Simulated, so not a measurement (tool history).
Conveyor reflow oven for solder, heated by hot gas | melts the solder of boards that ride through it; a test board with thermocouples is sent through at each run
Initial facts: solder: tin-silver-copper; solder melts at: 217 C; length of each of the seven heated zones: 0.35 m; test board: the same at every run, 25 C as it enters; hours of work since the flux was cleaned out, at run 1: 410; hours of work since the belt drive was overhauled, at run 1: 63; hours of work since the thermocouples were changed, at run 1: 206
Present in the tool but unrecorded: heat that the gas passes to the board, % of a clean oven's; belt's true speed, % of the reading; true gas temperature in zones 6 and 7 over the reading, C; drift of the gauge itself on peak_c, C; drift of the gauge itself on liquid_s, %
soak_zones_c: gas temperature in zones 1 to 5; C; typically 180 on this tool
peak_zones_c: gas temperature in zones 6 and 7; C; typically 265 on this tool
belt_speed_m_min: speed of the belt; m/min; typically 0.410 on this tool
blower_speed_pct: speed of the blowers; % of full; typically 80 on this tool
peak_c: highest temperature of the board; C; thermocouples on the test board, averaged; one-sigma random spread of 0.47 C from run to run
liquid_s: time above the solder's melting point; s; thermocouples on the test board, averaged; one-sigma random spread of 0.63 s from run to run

| run | hour | soak_zones_c | peak_zones_c | belt_speed_m_min | blower_speed_pct | hours of work since the flux was cleaned out | hours of work since the belt drive was overhauled | hours of work since the thermocouples were changed | peak_c | liquid_s |
|---|---|---|---|---|---|---|---|---|---|---|
| 1 | 0.0 | 180 | 265 | 0.410 | 80 | 410 | 63 | 206 | 252.5 | 79.8 |
| 2 | 13.7 | 180 | 265 | 0.410 | 80 | 416 | 69 | 212 | 251.8 | 80.1 |
| 3 | 24.1 | 180 | 265 | 0.410 | 80 | 420 | 74 | 217 | 251.1 | 80.3 |
| 4 | 34.2 | 180 | 265 | 0.410 | 80 | 425 | 78 | 221 | 251.9 | 80.3 |
| 5 | 46.7 | 180 | 265 | 0.410 | 71 | 430 | 84 | 227 | 250.3 | 78.6 |
| 6 | 59.4 | 180 | 265 | 0.394 | 71 | 436 | 89 | 232 | 252.0 | 83.8 |
| 7 | 69.7 | 180 | 265 | 0.394 | 71 | 440 | 94 | 237 | 252.0 | 83.1 |
| 8 | 75.8 | 180 | 265 | 0.394 | 71 | 443 | 97 | 239 | 251.5 | 83.1 |
| 9 | 84.6 | 180 | 265 | 0.394 | 71 | 447 | 101 | 243 | 251.3 | 83.3 |
| 10 | 94.1 | 180 | 265 | 0.394 | 71 | 451 | 105 | 247 | 251.2 | 83.2 |
| 11 | 102.4 | 166 | 265 | 0.410 | 80 | 454 | 108 | 251 | 250.3 | 69.7 |
| 12 | 114.0 | 180 | 265 | 0.410 | 66 | 460 | 113 | 256 | 249.7 | 76.9 |
| 13 | 120.5 | 180 | 265 | 0.410 | 66 | 462 | 116 | 259 | 249.8 | 76.7 |
| 14 | 133.2 | 188 | 265 | 0.410 | 80 | 468 | 122 | 264 | 253.0 | 85.6 |
|  | 141.8 | flux residue cleaned out of gas plates and filters |
| 15 | 146.1 | 188 | 265 | 0.410 | 80 | 2 | 125 | 268 | 256.0 | 89.2 |
| 16 | 153.8 | 188 | 265 | 0.410 | 80 | 5 | 129 | 271 | 256.0 | 88.5 |
| 17 | 166.0 | 166 | 261 | 0.410 | 80 | 11 | 134 | 277 | 250.0 | 73.5 |
| 18 | 179.7 | 166 | 261 | 0.410 | 66 | 17 | 140 | 283 | 246.5 | 70.1 |
| 19 | 185.7 | 186 | 266 | 0.365 | 80 | 19 | 143 | 285 | 257.6 | 101.1 |
| 20 | 197.0 | 189 | 269 | 0.404 | 63 | 24 | 148 | 290 | 257.4 | 91.7 |
| 21 | 206.9 | 180 | 265 | 0.388 | 80 | 29 | 152 | 295 | 255.5 | 90.8 |
| 22 | 216.9 | 192 | 265 | 0.475 | 51 | 33 | 156 | 299 | 247.8 | 69.6 |
| 23 | 230.8 | 192 | 265 | 0.475 | 51 | 39 | 163 | 305 | 248.6 | 69.8 |
| 24 | 237.4 | 192 | 268 | 0.443 | 51 | 42 | 165 | 308 | 252.5 | 78.7 |
| 25 | 244.0 | 194 | 265 | 0.337 | 80 | 45 | 168 | 311 | 259.4 | 116.6 |
| 26 | 253.6 | 194 | 265 | 0.337 | 74 | 49 | 173 | 315 | 259.4 | 114.9 |
| 27 | 264.7 | 180 | 264 | 0.336 | 75 | 54 | 177 | 320 | 257.1 | 107.6 |
| 28 | 276.7 | 180 | 273 | 0.410 | 85 | 59 | 183 | 325 | 262.8 | 89.2 |
| 29 | 289.5 | 180 | 273 | 0.410 | 85 | 65 | 188 | 331 | 261.6 | 88.8 |
| 30 | 303.0 | 180 | 265 | 0.488 | 80 | 71 | 194 | 337 | 250.6 | 65.3 |
| 31 | 311.3 | 173 | 268 | 0.341 | 59 | 74 | 198 | 340 | 258.0 | 101.5 |

Results for each run, recomputed without the tool's hidden state and with each run's random variation untouched:
| run | peak_c | liquid_s |
|---|---|---|
| 1 | 256.4 | 84.3 |
| 2 | 255.8 | 84.6 |
| 3 | 255.2 | 84.9 |
| 4 | 256.0 | 84.9 |
| 5 | 254.4 | 83.5 |
| 6 | 255.9 | 88.4 |
| 7 | 256.0 | 87.8 |
| 8 | 255.5 | 87.8 |
| 9 | 255.3 | 88.0 |
| 10 | 255.3 | 88.0 |
| 11 | 255.3 | 76.0 |
| 12 | 254.0 | 82.1 |
| 13 | 254.1 | 82.0 |
| 14 | 257.2 | 89.8 |
| 15 | 257.0 | 89.7 |
| 16 | 257.0 | 89.0 |
| 17 | 251.0 | 74.4 |
| 18 | 247.6 | 71.1 |
| 19 | 258.7 | 101.7 |
| 20 | 258.5 | 92.3 |
| 21 | 256.7 | 91.5 |
| 22 | 248.9 | 70.6 |
| 23 | 249.7 | 70.8 |
| 24 | 253.7 | 79.5 |
| 25 | 260.6 | 117.1 |
| 26 | 260.7 | 115.5 |
| 27 | 258.4 | 108.5 |
| 28 | 264.3 | 90.0 |
| 29 | 263.1 | 89.6 |
| 30 | 252.2 | 66.7 |
| 31 | 259.5 | 102.7 |
